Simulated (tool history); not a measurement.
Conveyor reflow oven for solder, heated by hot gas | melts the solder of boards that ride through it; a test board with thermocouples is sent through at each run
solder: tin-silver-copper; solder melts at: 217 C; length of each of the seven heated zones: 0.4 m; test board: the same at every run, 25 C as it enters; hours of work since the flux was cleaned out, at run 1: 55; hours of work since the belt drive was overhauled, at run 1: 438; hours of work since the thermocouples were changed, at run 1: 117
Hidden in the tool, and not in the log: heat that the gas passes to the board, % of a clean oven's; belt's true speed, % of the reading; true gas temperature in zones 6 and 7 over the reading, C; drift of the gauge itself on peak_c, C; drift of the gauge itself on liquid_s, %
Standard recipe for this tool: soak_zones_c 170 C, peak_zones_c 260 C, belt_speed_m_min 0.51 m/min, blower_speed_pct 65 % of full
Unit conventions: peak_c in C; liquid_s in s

| run | hour | soak_zones_c | peak_zones_c | belt_speed_m_min | blower_speed_pct | hours of work since the flux was cleaned out | hours of work since the belt drive was overhauled | hours of work since the thermocouples were changed | peak_c | liquid_s |
|---|---|---|---|---|---|---|---|---|---|---|
| 1 | 0 | 170 | 260 | 0.51 | 65 | 55 | 438 | 117 | 245.2 | 62.5 |
| 2 | 35.4 | 170 | 260 | 0.51 | 58 | 76 | 460 | 139 | 243.8 | 59.8 |
| 3 | 67.7 | 170 | 252 | 0.51 | 65 | 95 | 479 | 158 | 238.5 | 53.7 |
| 4 | 96.8 | 170 | 261 | 0.51 | 65 | 113 | 497 | 176 | 246.1 | 63.5 |
| 5 | 138.8 | 170 | 261 | 0.51 | 65 | 138 | 522 | 201 | 246.1 | 63.3 |
| 6 | 184.9 | 170 | 261 | 0.51 | 65 | 166 | 550 | 229 | 246.4 | 63.3 |
| 7 | 216.6 | 170 | 261 | 0.51 | 65 | 185 | 569 | 248 | 246 | 63.3 |
| 8 | 269.9 | 170 | 261 | 0.51 | 65 | 218 | 602 | 280 | 246.2 | 63.1 |
| 9 | 296.1 | 170 | 260 | 0.51 | 65 | 233 | 617 | 296 | 245.3 | 62.2 |
| 10 | 338.1 | 170 | 260 | 0.51 | 65 | 259 | 643 | 322 | 245.1 | 62.2 |
| 11 | 398.6 | 185 | 260 | 0.445 | 65 | 295 | 679 | 358 | 251.1 | 87.6 |
| 12 | 431.4 | 161 | 260 | 0.527 | 51 | 315 | 699 | 378 | 238.8 | 47.1 |
| 13 | 480.2 | 161 | 260 | 0.527 | 51 | 345 | 729 | 408 | 238.8 | 47.1 |
| 14 | 540.8 | 161 | 260 | 0.527 | 51 | 381 | 765 | 444 | 238.8 | 47 |
| 15 | 581.6 | 180 | 274 | 0.521 | 66 | 406 | 790 | 469 | 258.8 | 76.8 |
| 16 | 630.3 | 169 | 249 | 0.539 | 64 | 435 | 819 | 498 | 233.8 | 43.1 |
| 17 | 659.3 | 169 | 252 | 0.571 | 51 | 453 | 837 | 516 | 231.1 | 33.8 |
|  | 690.1 | flux residue cleaned out of gas plates and filters |
| 18 | 708.6 | 169 | 252 | 0.571 | 51 | 11 | 864 | 543 | 231.1 | 34.1 |
| 19 | 739.8 | 178 | 260 | 0.51 | 65 | 30 | 883 | 561 | 246.5 | 67.4 |

Branching from run 19: 5 alternative next runs. What would each branch give?
| A | 779.1 | 178 | 269 | 0.488 | 58 | 54 | 906 | 585 | ? | ? |
| B | 779.1 | 170 | 260 | 0.462 | 71 | 54 | 906 | 585 | ? | ? |
| C | 779.1 | 168 | 260 | 0.54 | 62 | 54 | 906 | 585 | ? | ? |
| D | 779.1 | 170 | 249 | 0.486 | 60 | 54 | 906 | 585 | ? | ? |
| E | 779.1 | 170 | 260 | 0.51 | 63 | 54 | 906 | 585 | ? | ? |

| run | peak_c | liquid_s |
|---|---|---|
| A | 254.5 | 78 |
| B | 248.9 | 75.2 |
| C | 242.4 | 53.9 |
| D | 236 | 53.6 |
| E | 244.8 | 61.6 |
What these runs would have given with no unlogged condition in the tool:
| run | peak_c | liquid_s |
|---|---|---|
| A | 254.5 | 78 |
| B | 249 | 75.2 |
| C | 242.4 | 53.9 |
| D | 236 | 53.6 |
| E | 244.8 | 61.6 |
